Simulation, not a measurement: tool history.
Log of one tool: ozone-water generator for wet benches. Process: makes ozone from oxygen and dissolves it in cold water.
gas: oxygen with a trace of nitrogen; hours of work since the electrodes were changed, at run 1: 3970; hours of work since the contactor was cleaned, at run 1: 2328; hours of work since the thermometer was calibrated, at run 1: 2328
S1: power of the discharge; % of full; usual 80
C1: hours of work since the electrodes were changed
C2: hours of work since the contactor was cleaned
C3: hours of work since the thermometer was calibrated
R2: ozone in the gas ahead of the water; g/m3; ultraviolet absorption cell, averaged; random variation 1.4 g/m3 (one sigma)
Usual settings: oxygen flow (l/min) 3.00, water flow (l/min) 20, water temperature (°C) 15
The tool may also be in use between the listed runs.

{"run": 1, "hour": 0.0, "S1": 80, "oxygen flow (l/min)": 3.0, "water flow (l/min)": 20, "water temperature (°C)": 15, "C1": 3970, "C2": 2328, "C3": 2328, "dissolved ozone (ppm)": 19.8, "R2": 231.4}
{"run": 2, "hour": 126.0, "S1": 80, "oxygen flow (l/min)": 3.0, "water flow (l/min)": 31, "water temperature (°C)": 15, "C1": 4079, "C2": 2437, "C3": 2437, "dissolved ozone (ppm)": 12.9, "R2": 227.5}
{"run": 3, "hour": 251.4, "S1": 80, "oxygen flow (l/min)": 3.0, "water flow (l/min)": 31, "water temperature (°C)": 15, "C1": 4186, "C2": 2545, "C3": 2545, "dissolved ozone (ppm)": 13.1, "R2": 229.5}
{"run": 4, "hour": 310.8, "S1": 80, "oxygen flow (l/min)": 3.0, "water flow (l/min)": 31, "water temperature (°C)": 15, "C1": 4237, "C2": 2596, "C3": 2596, "dissolved ozone (ppm)": 13.1, "R2": 229.3}
{"run": 5, "hour": 415.2, "S1": 80, "oxygen flow (l/min)": 3.0, "water flow (l/min)": 31, "water temperature (°C)": 15, "C1": 4327, "C2": 2685, "C3": 2685, "dissolved ozone (ppm)": 13.1, "R2": 229.6}
{"run": 6, "hour": 537.1, "S1": 80, "oxygen flow (l/min)": 3.0, "water flow (l/min)": 31, "water temperature (°C)": 15, "C1": 4432, "C2": 2790, "C3": 2790, "dissolved ozone (ppm)": 12.9, "R2": 228.8}
{"run": 7, "hour": 622.0, "S1": 80, "oxygen flow (l/min)": 1.74, "water flow (l/min)": 31, "water temperature (°C)": 15, "C1": 4505, "C2": 2863, "C3": 2863, "dissolved ozone (ppm)": 11.7, "R2": 324.4}
{"run": 8, "hour": 745.6, "S1": 80, "oxygen flow (l/min)": 5.25, "water flow (l/min)": 20, "water temperature (°C)": 15, "C1": 4611, "C2": 2969, "C3": 2969, "dissolved ozone (ppm)": 19.1, "R2": 158.2}
{"run": 9, "hour": 865.5, "S1": 80, "oxygen flow (l/min)": 5.25, "water flow (l/min)": 20, "water temperature (°C)": 15, "C1": 4714, "C2": 3072, "C3": 3072, "dissolved ozone (ppm)": 18.9, "R2": 157.7}
{"run": 10, "hour": 983.9, "S1": 80, "oxygen flow (l/min)": 5.25, "water flow (l/min)": 20, "water temperature (°C)": 15, "C1": 4816, "C2": 3174, "C3": 3174, "dissolved ozone (ppm)": 18.9, "R2": 156.5}
{"run": 11, "hour": 1110.7, "S1": 80, "oxygen flow (l/min)": 3.0, "water flow (l/min)": 20, "water temperature (°C)": 12, "C1": 4925, "C2": 3283, "C3": 3283, "dissolved ozone (ppm)": 19.4, "R2": 223.6}
{"run": 12, "hour": 1253.2, "S1": 80, "oxygen flow (l/min)": 3.0, "water flow (l/min)": 24, "water temperature (°C)": 15, "C1": 5047, "C2": 3405, "C3": 3405, "dissolved ozone (ppm)": 16.2, "R2": 224.8}
{"run": 13, "hour": 1327.5, "S1": 80, "oxygen flow (l/min)": 3.0, "water flow (l/min)": 24, "water temperature (°C)": 15, "C1": 5111, "C2": 3469, "C3": 3469, "dissolved ozone (ppm)": 16.0, "R2": 221.3}
{"hour": 1375.6, "done": "contactor cleaned"}
{"run": 14, "hour": 1440.8, "S1": 80, "oxygen flow (l/min)": 2.77, "water flow (l/min)": 24, "water temperature (°C)": 15, "C1": 5205, "C2": 56, "C3": 3563, "dissolved ozone (ppm)": 16.4, "R2": 233.2}
{"hour": 1454.4, "done": "water thermometer calibrated"}
{"run": 15, "hour": 1533.7, "S1": 80, "oxygen flow (l/min)": 2.77, "water flow (l/min)": 24, "water temperature (°C)": 15, "C1": 5284, "C2": 135, "C3": 68, "dissolved ozone (ppm)": 16.3, "R2": 233.7}
{"run": 16, "hour": 1594.9, "S1": 51, "oxygen flow (l/min)": 3.0, "water flow (l/min)": 20, "water temperature (°C)": 15, "C1": 5337, "C2": 188, "C3": 121, "dissolved ozone (ppm)": 13.6, "R2": 154.6}
{"run": 17, "hour": 1656.1, "S1": 51, "oxygen flow (l/min)": 3.0, "water flow (l/min)": 20, "water temperature (°C)": 15, "C1": 5390, "C2": 241, "C3": 173, "dissolved ozone (ppm)": 13.6, "R2": 153.8}
{"run": 18, "hour": 1762.2, "S1": 73, "oxygen flow (l/min)": 3.0, "water flow (l/min)": 20, "water temperature (°C)": 15, "C1": 5481, "C2": 332, "C3": 264, "dissolved ozone (ppm)": 18.1, "R2": 204.1}
{"run": 19, "hour": 1903.0, "S1": 56, "oxygen flow (l/min)": 1.68, "water flow (l/min)": 14, "water temperature (°C)": 10, "C1": 5602, "C2": 453, "C3": 385, "dissolved ozone (ppm)": 19.9, "R2": 240.9}
{"run": 20, "hour": 1989.0, "S1": 40, "oxygen flow (l/min)": 1.68, "water flow (l/min)": 14, "water temperature (°C)": 10, "C1": 5676, "C2": 527, "C3": 459, "dissolved ozone (ppm)": 15.4, "R2": 185.4}
{"run": 21, "hour": 2107.6, "S1": 40, "oxygen flow (l/min)": 2.36, "water flow (l/min)": 14, "water temperature (°C)": 10, "C1": 5778, "C2": 629, "C3": 561, "dissolved ozone (ppm)": 15.4, "R2": 146.6}
{"run": 22, "hour": 2170.6, "S1": 80, "oxygen flow (l/min)": 4.74, "water flow (l/min)": 20, "water temperature (°C)": 7, "C1": 5832, "C2": 683, "C3": 615, "dissolved ozone (ppm)": 20.8, "R2": 161.3}
{"run": 23, "hour": 2244.8, "S1": 80, "oxygen flow (l/min)": 2.81, "water flow (l/min)": 24, "water temperature (°C)": 15, "C1": 5895, "C2": 746, "C3": 679, "dissolved ozone (ppm)": 16.3, "R2": 228.4}
{"run": 24, "hour": 2374.6, "S1": 45, "oxygen flow (l/min)": 3.46, "water flow (l/min)": 21, "water temperature (°C)": 16, "C1": 6007, "C2": 858, "C3": 791, "dissolved ozone (ppm)": 11.5, "R2": 125.6}

The next listed run, before its measurement:
{"run": 25, "hour": 2452.8, "S1": 45, "oxygen flow (l/min)": 4.07, "water flow (l/min)": 26, "water temperature (°C)": 16, "C1": 6074, "C2": 925, "C3": 858, "dissolved ozone (ppm)": "?", "R2": "?"}

dissolved ozone (ppm): 9.7
R2: 113.1 g/m3
Without the tool's hidden state the same run would have given dissolved ozone (ppm) 10.9, R2 125.7 g/m3.

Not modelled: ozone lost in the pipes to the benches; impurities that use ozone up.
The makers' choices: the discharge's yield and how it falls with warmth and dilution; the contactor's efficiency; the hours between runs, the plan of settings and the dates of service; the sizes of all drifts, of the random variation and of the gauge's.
